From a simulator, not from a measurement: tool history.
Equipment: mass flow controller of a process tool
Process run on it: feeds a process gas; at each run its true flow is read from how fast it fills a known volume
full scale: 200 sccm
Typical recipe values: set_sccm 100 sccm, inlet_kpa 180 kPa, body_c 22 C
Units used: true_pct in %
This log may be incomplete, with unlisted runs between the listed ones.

| run | day | set_sccm | inlet_kpa | body_c | true_pct |
|---|---|---|---|---|---|
| 1 | 0.000 | 100 | 180 | 22 | 99.17 |
| 2 | 10.429 | 100 | 180 | 23 | 98.75 |
| 3 | 19.158 | 100 | 180 | 23 | 98.85 |
|  | 29.212 | controller's zero set anew |
| 4 | 29.212 | 100 | 180 | 22 | 98.75 |
| 5 | 35.550 | 100 | 180 | 22 | 98.59 |
| 6 | 43.729 | 100 | 180 | 22 | 98.51 |
| 7 | 50.492 | 100 | 180 | 22 | 98.33 |
| 8 | 56.896 | 100 | 180 | 22 | 98.37 |
| 9 | 66.525 | 100 | 180 | 22 | 98.17 |
| 10 | 75.512 | 100 | 180 | 22 | 98.16 |
| 11 | 79.775 | 100 | 204 | 22 | 97.81 |
| 12 | 85.871 | 100 | 180 | 22 | 97.82 |
| 13 | 92.892 | 100 | 180 | 22 | 97.86 |
| 14 | 102.100 | 100 | 180 | 22 | 97.84 |
| 15 | 108.829 | 100 | 180 | 22 | 97.69 |
| 16 | 118.788 | 100 | 180 | 38 | 96.02 |
| 17 | 127.496 | 100 | 180 | 38 | 95.95 |
| 18 | 134.621 | 100 | 180 | 38 | 95.73 |
| 19 | 143.667 | 24 | 180 | 38 | 94.75 |
| 20 | 153.808 | 24 | 180 | 38 | 94.45 |
| 21 | 162.492 | 100 | 167 | 22 | 97.20 |
| 22 | 172.496 | 100 | 167 | 22 | 96.83 |
| 23 | 182.575 | 100 | 167 | 22 | 96.79 |
| 24 | 190.879 | 100 | 167 | 22 | 96.70 |
| 25 | 197.412 | 100 | 167 | 22 | 96.72 |
| 26 | 202.921 | 105 | 205 | 26 | 95.90 |
| 27 | 207.517 | 105 | 205 | 26 | 95.88 |
|  | 208.212 | gauge calibrated |
| 28 | 214.133 | 118 | 173 | 23 | 99.21 |
| 29 | 221.308 | 117 | 181 | 24 | 98.98 |
| 30 | 231.779 | 117 | 181 | 24 | 98.71 |
| 31 | 241.633 | 34 | 181 | 23 | 97.64 |
| 32 | 248.183 | 82 | 148 | 25 | 98.30 |
| 33 | 254.629 | 53 | 191 | 22 | 97.77 |
| 34 | 260.996 | 53 | 191 | 22 | 97.73 |
| 35 | 267.071 | 100 | 156 | 32 | 97.45 |
| 36 | 275.238 | 100 | 257 | 32 | 96.70 |
| 37 | 284.383 | 119 | 165 | 28 | 97.85 |
| 38 | 288.971 | 119 | 165 | 28 | 97.77 |
| 39 | 299.067 | 119 | 262 | 31 | 96.66 |
| 40 | 303.508 | 119 | 207 | 31 | 96.94 |
| 41 | 307.833 | 100 | 235 | 22 | 97.40 |
| 42 | 317.662 | 100 | 235 | 22 | 97.16 |
| 43 | 326.529 | 100 | 235 | 22 | 97.13 |
| 44 | 330.892 | 86 | 172 | 22 | 97.26 |
| 45 | 338.638 | 120 | 142 | 39 | 96.19 |
| 46 | 345.042 | 120 | 142 | 39 | 96.22 |
| 47 | 351.829 | 120 | 200 | 22 | 97.32 |

Pick out some run-to-run changes in true_pct. Of each, how much would a tool without hidden state show as well, from the settings, what came in and chance, and how much is left for the hidden state and any gauge scatter not in both results compared?
Unlogged tool condition in this case: flow at rest that the sensor doesn't see, % of full scale; true flow over the shown one, %; drift of the gauge itself on true_pct, %.
Run 15 -> 16: body_c 22 -> 38. true_pct -1.67 %: hidden state -0.10, all else -1.57.
Run 20 -> 21: set_sccm 24 -> 100, inlet_kpa 180 -> 167, body_c 38 -> 22. true_pct +2.75 %: hidden state -0.16, all else +2.91.
Run 27 -> 28: set_sccm 105 -> 118, inlet_kpa 205 -> 173, body_c 26 -> 23, gauge calibrated. true_pct +3.33 %: hidden state +2.65, all else +0.68.
Run 29 -> 30: no setting touched and nothing written in the log between the runs. true_pct -0.27 %: hidden state -0.14, all else -0.13.
